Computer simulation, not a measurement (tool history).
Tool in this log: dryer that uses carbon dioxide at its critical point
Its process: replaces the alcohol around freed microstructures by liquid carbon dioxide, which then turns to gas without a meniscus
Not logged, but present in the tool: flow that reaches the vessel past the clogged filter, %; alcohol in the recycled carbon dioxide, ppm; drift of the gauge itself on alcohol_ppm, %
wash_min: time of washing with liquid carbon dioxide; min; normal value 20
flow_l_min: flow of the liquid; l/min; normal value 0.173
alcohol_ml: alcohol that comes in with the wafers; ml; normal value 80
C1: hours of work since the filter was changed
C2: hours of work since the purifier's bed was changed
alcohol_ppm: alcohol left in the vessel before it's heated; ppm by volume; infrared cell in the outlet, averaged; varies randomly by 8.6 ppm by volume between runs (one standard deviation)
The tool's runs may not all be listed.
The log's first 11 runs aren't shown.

{"run": 12, "hour": 498.7, "wash_min": 20, "flow_l_min": 0.173, "alcohol_ml": 40, "C1": 258, "C2": 40, "alcohol_ppm": 493}
{"hour": 524.7, "done": "inlet filter changed"}
{"run": 13, "hour": 557.2, "wash_min": 20, "flow_l_min": 0.11, "alcohol_ml": 80, "C1": 21, "C2": 77, "alcohol_ppm": 4487}
{"run": 14, "hour": 617.0, "wash_min": 20, "flow_l_min": 0.11, "alcohol_ml": 80, "C1": 59, "C2": 116, "alcohol_ppm": 4832}
{"run": 15, "hour": 683.4, "wash_min": 20, "flow_l_min": 0.173, "alcohol_ml": 80, "C1": 102, "C2": 158, "alcohol_ppm": 640}
{"run": 16, "hour": 723.3, "wash_min": 20, "flow_l_min": 0.173, "alcohol_ml": 80, "C1": 128, "C2": 184, "alcohol_ppm": 671}
{"run": 17, "hour": 779.8, "wash_min": 20, "flow_l_min": 0.173, "alcohol_ml": 80, "C1": 164, "C2": 220, "alcohol_ppm": 748}
{"run": 18, "hour": 811.7, "wash_min": 20, "flow_l_min": 0.173, "alcohol_ml": 80, "C1": 185, "C2": 241, "alcohol_ppm": 792}
{"run": 19, "hour": 872.1, "wash_min": 20, "flow_l_min": 0.173, "alcohol_ml": 80, "C1": 224, "C2": 280, "alcohol_ppm": 874}
{"run": 20, "hour": 921.6, "wash_min": 17, "flow_l_min": 0.222, "alcohol_ml": 80, "C1": 256, "C2": 312, "alcohol_ppm": 549}
{"hour": 949.5, "done": "inlet filter changed"}
{"run": 21, "hour": 978.3, "wash_min": 20, "flow_l_min": 0.132, "alcohol_ml": 96, "C1": 19, "C2": 348, "alcohol_ppm": 2469}
{"run": 22, "hour": 1029.2, "wash_min": 31, "flow_l_min": 0.245, "alcohol_ml": 22, "C1": 51, "C2": 380, "alcohol_ppm": 21}
{"run": 23, "hour": 1057.4, "wash_min": 31, "flow_l_min": 0.245, "alcohol_ml": 22, "C1": 69, "C2": 398, "alcohol_ppm": 20}
{"run": 24, "hour": 1085.9, "wash_min": 25, "flow_l_min": 0.173, "alcohol_ml": 80, "C1": 88, "C2": 417, "alcohol_ppm": 155}
{"run": 25, "hour": 1147.7, "wash_min": 13, "flow_l_min": 0.118, "alcohol_ml": 80, "C1": 128, "C2": 457, "alcohol_ppm": 14451}
{"run": 26, "hour": 1204.0, "wash_min": 13, "flow_l_min": 0.118, "alcohol_ml": 80, "C1": 164, "C2": 493, "alcohol_ppm": 14600}
{"run": 27, "hour": 1244.2, "wash_min": 13, "flow_l_min": 0.118, "alcohol_ml": 80, "C1": 190, "C2": 519, "alcohol_ppm": 15757}
{"run": 28, "hour": 1279.4, "wash_min": 13, "flow_l_min": 0.118, "alcohol_ml": 80, "C1": 212, "C2": 541, "alcohol_ppm": 15994}
{"run": 29, "hour": 1315.0, "wash_min": 23, "flow_l_min": 0.173, "alcohol_ml": 82, "C1": 235, "C2": 564, "alcohol_ppm": 423}
{"run": 30, "hour": 1365.5, "wash_min": 31, "flow_l_min": 0.12, "alcohol_ml": 88, "C1": 268, "C2": 597, "alcohol_ppm": 782}
{"hour": 1371.7, "done": "inlet filter changed"}
{"run": 31, "hour": 1412.4, "wash_min": 31, "flow_l_min": 0.12, "alcohol_ml": 88, "C1": 26, "C2": 626, "alcohol_ppm": 428}
{"run": 32, "hour": 1470.4, "wash_min": 16, "flow_l_min": 0.137, "alcohol_ml": 94, "C1": 64, "C2": 664, "alcohol_ppm": 5464}

Predict the results of run 33:
{"run": 33, "hour": 1514.4, "wash_min": 29, "flow_l_min": 0.158, "alcohol_ml": 31, "C1": 92, "C2": 692, "alcohol_ppm": "?"}

alcohol_ppm: 71 ppm by volume
If the tool had no hidden condition, the same run with the same run-to-run variation would have returned alcohol_ppm 35 ppm by volume.
